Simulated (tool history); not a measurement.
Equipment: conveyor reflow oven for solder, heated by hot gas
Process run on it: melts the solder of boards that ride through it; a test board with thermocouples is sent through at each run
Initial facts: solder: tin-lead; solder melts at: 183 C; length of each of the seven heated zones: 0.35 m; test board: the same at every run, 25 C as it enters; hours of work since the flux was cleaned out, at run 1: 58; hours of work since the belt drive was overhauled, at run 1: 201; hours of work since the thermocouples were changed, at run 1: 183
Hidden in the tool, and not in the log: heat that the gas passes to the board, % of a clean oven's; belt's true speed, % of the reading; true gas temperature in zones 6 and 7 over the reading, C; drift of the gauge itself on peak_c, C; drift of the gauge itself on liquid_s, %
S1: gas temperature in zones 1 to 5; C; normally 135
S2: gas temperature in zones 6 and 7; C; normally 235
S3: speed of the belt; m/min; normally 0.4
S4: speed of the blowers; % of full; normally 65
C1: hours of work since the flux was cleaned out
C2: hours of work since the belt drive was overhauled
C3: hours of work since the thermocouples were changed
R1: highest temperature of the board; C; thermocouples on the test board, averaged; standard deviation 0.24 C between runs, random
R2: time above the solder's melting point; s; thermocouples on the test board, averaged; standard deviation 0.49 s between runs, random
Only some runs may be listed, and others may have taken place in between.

| run | day | S1 | S2 | S3 | S4 | C1 | C2 | C3 | R1 | R2 |
|---|---|---|---|---|---|---|---|---|---|---|
| 1 | 0 | 135 | 235 | 0.4 | 65 | 58 | 201 | 183 | 213.5 | 72.8 |
| 2 | 0.35 | 135 | 235 | 0.4 | 65 | 63 | 207 | 188 | 213.6 | 71.6 |
| 3 | 0.929 | 135 | 235 | 0.4 | 65 | 72 | 216 | 197 | 213.9 | 70.8 |
| 4 | 1.462 | 135 | 235 | 0.4 | 65 | 80 | 224 | 206 | 213.4 | 73 |
| 5 | 2.146 | 135 | 235 | 0.4 | 65 | 91 | 235 | 216 | 213.1 | 71.2 |
| 6 | 2.842 | 135 | 237 | 0.4 | 65 | 102 | 246 | 227 | 215.3 | 74.1 |
| 7 | 3.542 | 135 | 235 | 0.4 | 65 | 113 | 257 | 238 | 213.3 | 71.5 |
| 8 | 4.2 | 135 | 235 | 0.4 | 65 | 123 | 267 | 248 | 213.4 | 72.3 |
| 9 | 4.808 | 135 | 235 | 0.4 | 65 | 133 | 277 | 258 | 213.3 | 72.1 |
| 10 | 5.229 | 135 | 235 | 0.4 | 65 | 139 | 283 | 264 | 213.7 | 72 |
| 11 | 5.558 | 135 | 235 | 0.4 | 65 | 145 | 288 | 270 | 213.4 | 71.3 |
| 12 | 6.292 | 135 | 235 | 0.4 | 65 | 156 | 300 | 281 | 213.6 | 71.2 |
|  | 6.658 | flux residue cleaned out of gas plates and filters |
| 13 | 7.238 | 123 | 244 | 0.352 | 80 | 9 | 312 | 293 | 227.2 | 93.2 |
| 14 | 7.896 | 123 | 233 | 0.352 | 80 | 19 | 322 | 303 | 217.6 | 83.1 |
| 15 | 8.446 | 135 | 248 | 0.392 | 65 | 28 | 330 | 312 | 225 | 86.4 |
| 16 | 8.762 | 134 | 235 | 0.4 | 57 | 33 | 335 | 316 | 211 | 67.1 |
| 17 | 9.304 | 135 | 235 | 0.398 | 56 | 41 | 344 | 325 | 211.2 | 68.9 |
| 18 | 9.621 | 140 | 235 | 0.4 | 61 | 46 | 349 | 330 | 213.5 | 74 |
| 19 | 9.979 | 135 | 235 | 0.397 | 85 | 52 | 354 | 336 | 218.2 | 78.7 |
| 20 | 10.429 | 149 | 241 | 0.427 | 68 | 59 | 361 | 343 | 220.1 | 80.2 |
| 21 | 10.829 | 140 | 244 | 0.47 | 61 | 65 | 368 | 349 | 214.1 | 62.3 |
| 22 | 11.504 | 131 | 235 | 0.4 | 59 | 76 | 378 | 359 | 210.6 | 65.7 |
| 23 | 12.192 | 149 | 230 | 0.355 | 64 | 87 | 389 | 370 | 215.3 | 93.3 |
| 24 | 12.517 | 149 | 230 | 0.355 | 64 | 92 | 394 | 375 | 215.4 | 93.3 |

Consider 4 possible next runs. They are alternatives, not a sequence: every one starts from the tool as it was left by run 24. What does each give?
| A | 13.238 | 135 | 224 | 0.388 | 65 | 103 | 405 | 386 | ? | ? |
| B | 13.238 | 149 | 230 | 0.355 | 89 | 103 | 405 | 386 | ? | ? |
| C | 13.238 | 125 | 230 | 0.375 | 64 | 103 | 405 | 386 | ? | ? |
| D | 13.238 | 135 | 235 | 0.388 | 65 | 103 | 405 | 386 | ? | ? |

| run | R1 | R2 |
|---|---|---|
| A | 205.9 | 63.1 |
| B | 219.7 | 99.6 |
| C | 209.2 | 67.1 |
| D | 214.7 | 74.6 |
The same runs, with their run-to-run variation unchanged, on a tool lacking any hidden condition would have given:
| run | R1 | R2 |
|---|---|---|
| A | 205.9 | 63.1 |
| B | 219.7 | 99.5 |
| C | 209.2 | 67 |
| D | 214.7 | 74.5 |
